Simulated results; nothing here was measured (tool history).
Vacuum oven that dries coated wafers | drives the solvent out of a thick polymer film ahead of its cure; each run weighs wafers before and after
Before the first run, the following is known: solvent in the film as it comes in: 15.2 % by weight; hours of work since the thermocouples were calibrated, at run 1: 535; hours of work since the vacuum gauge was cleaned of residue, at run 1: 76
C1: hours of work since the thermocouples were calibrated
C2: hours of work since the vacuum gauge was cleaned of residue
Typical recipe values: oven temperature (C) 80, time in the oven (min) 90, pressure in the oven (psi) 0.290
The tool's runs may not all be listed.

run 1 hour=0.0 | oven_temperature_(C)=80 time_in_the_oven_(min)=90 pressure_in_the_oven_(psi)=0.290 | C1=535 C2=76 | solvent_left_in_the_film_(%)=1.96
run 2 hour=5.8 | oven_temperature_(C)=80 time_in_the_oven_(min)=90 pressure_in_the_oven_(psi)=0.290 | C1=539 C2=80 | solvent_left_in_the_film_(%)=2.00
run 3 hour=13.8 | oven_temperature_(C)=80 time_in_the_oven_(min)=90 pressure_in_the_oven_(psi)=0.290 | C1=545 C2=86 | solvent_left_in_the_film_(%)=1.97
run 4 hour=20.6 | oven_temperature_(C)=80 time_in_the_oven_(min)=90 pressure_in_the_oven_(psi)=0.290 | C1=550 C2=91 | solvent_left_in_the_film_(%)=1.95
run 5 hour=31.7 | oven_temperature_(C)=80 time_in_the_oven_(min)=90 pressure_in_the_oven_(psi)=0.290 | C1=558 C2=99 | solvent_left_in_the_film_(%)=2.01
run 6 hour=37.5 | oven_temperature_(C)=80 time_in_the_oven_(min)=90 pressure_in_the_oven_(psi)=0.290 | C1=562 C2=103 | solvent_left_in_the_film_(%)=1.97
run 7 hour=44.8 | oven_temperature_(C)=80 time_in_the_oven_(min)=90 pressure_in_the_oven_(psi)=0.290 | C1=567 C2=108 | solvent_left_in_the_film_(%)=2.02
run 8 hour=52.0 | oven_temperature_(C)=80 time_in_the_oven_(min)=90 pressure_in_the_oven_(psi)=0.290 | C1=572 C2=113 | solvent_left_in_the_film_(%)=1.96
run 9 hour=62.9 | oven_temperature_(C)=76 time_in_the_oven_(min)=90 pressure_in_the_oven_(psi)=0.290 | C1=580 C2=121 | solvent_left_in_the_film_(%)=2.52
run 10 hour=72.0 | oven_temperature_(C)=76 time_in_the_oven_(min)=143 pressure_in_the_oven_(psi)=0.290 | C1=587 C2=128 | solvent_left_in_the_film_(%)=2.03
run 11 hour=78.9 | oven_temperature_(C)=76 time_in_the_oven_(min)=143 pressure_in_the_oven_(psi)=0.290 | C1=592 C2=133 | solvent_left_in_the_film_(%)=1.97
run 12 hour=87.2 | oven_temperature_(C)=80 time_in_the_oven_(min)=132 pressure_in_the_oven_(psi)=0.290 | C1=598 C2=139 | solvent_left_in_the_film_(%)=1.69
run 13 hour=96.2 | oven_temperature_(C)=80 time_in_the_oven_(min)=132 pressure_in_the_oven_(psi)=0.290 | C1=604 C2=145 | solvent_left_in_the_film_(%)=1.65
run 14 hour=101.7 | oven_temperature_(C)=80 time_in_the_oven_(min)=92 pressure_in_the_oven_(psi)=0.290 | C1=608 C2=149 | solvent_left_in_the_film_(%)=1.96
run 15 hour=111.1 | oven_temperature_(C)=80 time_in_the_oven_(min)=92 pressure_in_the_oven_(psi)=0.290 | C1=615 C2=156 | solvent_left_in_the_film_(%)=1.94
run 16 hour=119.6 | oven_temperature_(C)=80 time_in_the_oven_(min)=92 pressure_in_the_oven_(psi)=0.290 | C1=621 C2=162 | solvent_left_in_the_film_(%)=1.97
run 17 hour=128.8 | oven_temperature_(C)=80 time_in_the_oven_(min)=90 pressure_in_the_oven_(psi)=0.790 | C1=628 C2=169 | solvent_left_in_the_film_(%)=4.59
run 18 hour=136.7 | oven_temperature_(C)=80 time_in_the_oven_(min)=90 pressure_in_the_oven_(psi)=0.290 | C1=633 C2=174 | solvent_left_in_the_film_(%)=1.97
run 19 hour=145.4 | oven_temperature_(C)=80 time_in_the_oven_(min)=78 pressure_in_the_oven_(psi)=0.290 | C1=640 C2=181 | solvent_left_in_the_film_(%)=2.20
run 20 hour=154.0 | oven_temperature_(C)=80 time_in_the_oven_(min)=78 pressure_in_the_oven_(psi)=0.982 | C1=646 C2=187 | solvent_left_in_the_film_(%)=5.79
run 21 hour=160.7 | oven_temperature_(C)=80 time_in_the_oven_(min)=78 pressure_in_the_oven_(psi)=0.982 | C1=651 C2=192 | solvent_left_in_the_film_(%)=5.73
run 22 hour=166.1 | oven_temperature_(C)=78 time_in_the_oven_(min)=108 pressure_in_the_oven_(psi)=0.544 | C1=655 C2=196 | solvent_left_in_the_film_(%)=3.47
run 23 hour=174.2 | oven_temperature_(C)=78 time_in_the_oven_(min)=108 pressure_in_the_oven_(psi)=0.544 | C1=660 C2=201 | solvent_left_in_the_film_(%)=3.46
run 24 hour=183.1 | oven_temperature_(C)=78 time_in_the_oven_(min)=108 pressure_in_the_oven_(psi)=0.544 | C1=667 C2=208 | solvent_left_in_the_film_(%)=3.54
run 25 hour=192.8 | oven_temperature_(C)=80 time_in_the_oven_(min)=160 pressure_in_the_oven_(psi)=0.339 | C1=674 C2=215 | solvent_left_in_the_film_(%)=1.93
run 26 hour=198.5 | oven_temperature_(C)=80 time_in_the_oven_(min)=114 pressure_in_the_oven_(psi)=0.290 | C1=678 C2=219 | solvent_left_in_the_film_(%)=1.76
run 27 hour=209.2 | oven_temperature_(C)=81 time_in_the_oven_(min)=160 pressure_in_the_oven_(psi)=0.290 | C1=686 C2=227 | solvent_left_in_the_film_(%)=1.55
run 28 hour=215.3 | oven_temperature_(C)=81 time_in_the_oven_(min)=57 pressure_in_the_oven_(psi)=1.141 | C1=690 C2=231 | solvent_left_in_the_film_(%)=6.78
run 29 hour=225.7 | oven_temperature_(C)=81 time_in_the_oven_(min)=57 pressure_in_the_oven_(psi)=1.141 | C1=698 C2=238 | solvent_left_in_the_film_(%)=6.78
run 30 hour=238.3 | oven_temperature_(C)=80 time_in_the_oven_(min)=92 pressure_in_the_oven_(psi)=0.837 | C1=707 C2=248 | solvent_left_in_the_film_(%)=4.80
run 31 hour=248.1 | oven_temperature_(C)=80 time_in_the_oven_(min)=92 pressure_in_the_oven_(psi)=0.837 | C1=714 C2=255 | solvent_left_in_the_film_(%)=4.87
run 32 hour=253.4 | oven_temperature_(C)=81 time_in_the_oven_(min)=128 pressure_in_the_oven_(psi)=0.460 | C1=717 C2=258 | solvent_left_in_the_film_(%)=2.43
run 33 hour=261.4 | oven_temperature_(C)=79 time_in_the_oven_(min)=58 pressure_in_the_oven_(psi)=0.290 | C1=723 C2=264 | solvent_left_in_the_film_(%)=3.09
run 34 hour=273.3 | oven_temperature_(C)=79 time_in_the_oven_(min)=58 pressure_in_the_oven_(psi)=0.290 | C1=732 C2=273 | solvent_left_in_the_film_(%)=3.14
run 35 hour=279.8 | oven_temperature_(C)=79 time_in_the_oven_(min)=58 pressure_in_the_oven_(psi)=0.290 | C1=736 C2=277 | solvent_left_in_the_film_(%)=3.05
run 36 hour=288.1 | oven_temperature_(C)=79 time_in_the_oven_(min)=58 pressure_in_the_oven_(psi)=0.290 | C1=742 C2=283 | solvent_left_in_the_film_(%)=3.12
run 37 hour=297.0 | oven_temperature_(C)=85 time_in_the_oven_(min)=53 pressure_in_the_oven_(psi)=0.513 | C1=749 C2=290 | solvent_left_in_the_film_(%)=3.15
run 38 hour=303.3 | oven_temperature_(C)=85 time_in_the_oven_(min)=53 pressure_in_the_oven_(psi)=0.513 | C1=753 C2=294 | solvent_left_in_the_film_(%)=3.15

Alternative continuations, all from the tool just after run 38; predict every row:
run A hour=315.9 | oven_temperature_(C)=91 time_in_the_oven_(min)=53 pressure_in_the_oven_(psi)=0.513 | C1=762 C2=303 | solvent_left_in_the_film_(%)=?
run B hour=315.9 | oven_temperature_(C)=81 time_in_the_oven_(min)=90 pressure_in_the_oven_(psi)=0.290 | C1=762 C2=303 | solvent_left_in_the_film_(%)=?
run C hour=315.9 | oven_temperature_(C)=80 time_in_the_oven_(min)=90 pressure_in_the_oven_(psi)=0.989 | C1=762 C2=303 | solvent_left_in_the_film_(%)=?
run D hour=315.9 | oven_temperature_(C)=76 time_in_the_oven_(min)=68 pressure_in_the_oven_(psi)=0.290 | C1=762 C2=303 | solvent_left_in_the_film_(%)=?

run=A solvent_left_in_the_film_(%)=2.19
run=B solvent_left_in_the_film_(%)=1.89
run=C solvent_left_in_the_film_(%)=5.60
run=D solvent_left_in_the_film_(%)=3.31
Take away the tool's hidden state, keep each run's random variation, and the runs would have read:
run=A solvent_left_in_the_film_(%)=2.20
run=B solvent_left_in_the_film_(%)=1.90
run=C solvent_left_in_the_film_(%)=5.63
run=D solvent_left_in_the_film_(%)=3.33

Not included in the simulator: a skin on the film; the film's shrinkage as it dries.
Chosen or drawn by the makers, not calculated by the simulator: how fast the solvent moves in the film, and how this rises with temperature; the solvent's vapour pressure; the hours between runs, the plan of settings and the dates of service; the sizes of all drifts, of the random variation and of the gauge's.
